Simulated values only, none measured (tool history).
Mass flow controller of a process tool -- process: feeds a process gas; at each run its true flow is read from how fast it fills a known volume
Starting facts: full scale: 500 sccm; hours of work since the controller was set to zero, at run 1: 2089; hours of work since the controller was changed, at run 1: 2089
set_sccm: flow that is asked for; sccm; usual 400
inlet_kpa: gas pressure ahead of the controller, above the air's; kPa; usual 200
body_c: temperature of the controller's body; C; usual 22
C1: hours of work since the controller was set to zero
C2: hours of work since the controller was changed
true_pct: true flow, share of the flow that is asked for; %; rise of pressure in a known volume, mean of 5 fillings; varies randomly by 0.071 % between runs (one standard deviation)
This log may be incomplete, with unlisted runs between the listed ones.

Run 1, hour 0.0: usual settings; C1 2089; C2 2089. Result: true_pct 100.24 %.
Run 2, hour 181.1: usual settings but body_c 24 C; C1 2164; C2 2164. Result: true_pct 100.21 %.
Run 3, hour 433.4: usual settings but body_c 24 C; C1 2269; C2 2269. Result: true_pct 100.18 %.
Run 4, hour 607.5: usual settings; C1 2341; C2 2341. Result: true_pct 100.16 %.
Run 5, hour 877.2: usual settings; C1 2452; C2 2452. Result: true_pct 100.40 %.
Run 6, hour 1034.9: usual settings; C1 2517; C2 2517. Result: true_pct 100.15 %.
Run 7, hour 1310.0: usual settings; C1 2631; C2 2631. Result: true_pct 100.21 %.
Run 8, hour 1548.2: usual settings but set_sccm 94 sccm; C1 2729; C2 2729. Result: true_pct 101.98 %.
Run 9, hour 1715.3: usual settings but set_sccm 94 sccm; C1 2798; C2 2798. Result: true_pct 101.99 %.
Run 10, hour 1917.7: usual settings but set_sccm 94 sccm; C1 2882; C2 2882. Result: true_pct 102.22 %.
Run 11, hour 2044.3: usual settings but set_sccm 94 sccm; C1 2934; C2 2934. Result: true_pct 102.17 %.
Run 12, hour 2176.6: usual settings but set_sccm 94 sccm; C1 2989; C2 2989. Result: true_pct 101.99 %.
Run 13, hour 2396.2: usual settings but set_sccm 89 sccm; C1 3080; C2 3080. Result: true_pct 102.45 %.
Run 14, hour 2565.9: usual settings but inlet_kpa 226 kPa; C1 3150; C2 3150. Result: true_pct 100.51 %.
Run 15, hour 2781.5: usual settings but inlet_kpa 226 kPa; C1 3239; C2 3239. Result: true_pct 100.59 %.
Run 16, hour 2963.7: usual settings; C1 3314; C2 3314. Result: true_pct 100.34 %.
Run 17, hour 3182.0: usual settings; C1 3404; C2 3404. Result: true_pct 100.51 %.
Run 18, hour 3340.0: usual settings; C1 3470; C2 3470. Result: true_pct 100.43 %.
Run 19, hour 3587.5: usual settings; C1 3572; C2 3572. Result: true_pct 100.38 %.
Run 20, hour 3730.2: usual settings; C1 3631; C2 3631. Result: true_pct 100.44 %.
Run 21, hour 3996.3: usual settings but set_sccm 90 sccm; C1 3741; C2 3741. Result: true_pct 103.10 %.
Run 22, hour 4205.5: usual settings but body_c 34 C; C1 3827; C2 3827. Result: true_pct 100.03 %.
Run 23, hour 4409.7: usual settings but body_c 34 C; C1 3912; C2 3912. Result: true_pct 100.06 %.
Run 24, hour 4683.9: usual settings but body_c 34 C; C1 4025; C2 4025. Result: true_pct 100.10 %.
At hour 4698.8: controller's zero set anew.
Run 25, hour 4890.2: usual settings but body_c 34 C; C1 79; C2 4110. Result: true_pct 100.44 %.

What will run 26 give?
Run 26, hour 5130.9: usual settings but inlet_kpa 258 kPa, body_c 37 C; C1 179; C2 4209. Result: true_pct ?.

true_pct: 100.83 %
On a tool with no hidden condition, and with the same random variation, this run would have come out at true_pct 99.84 %.
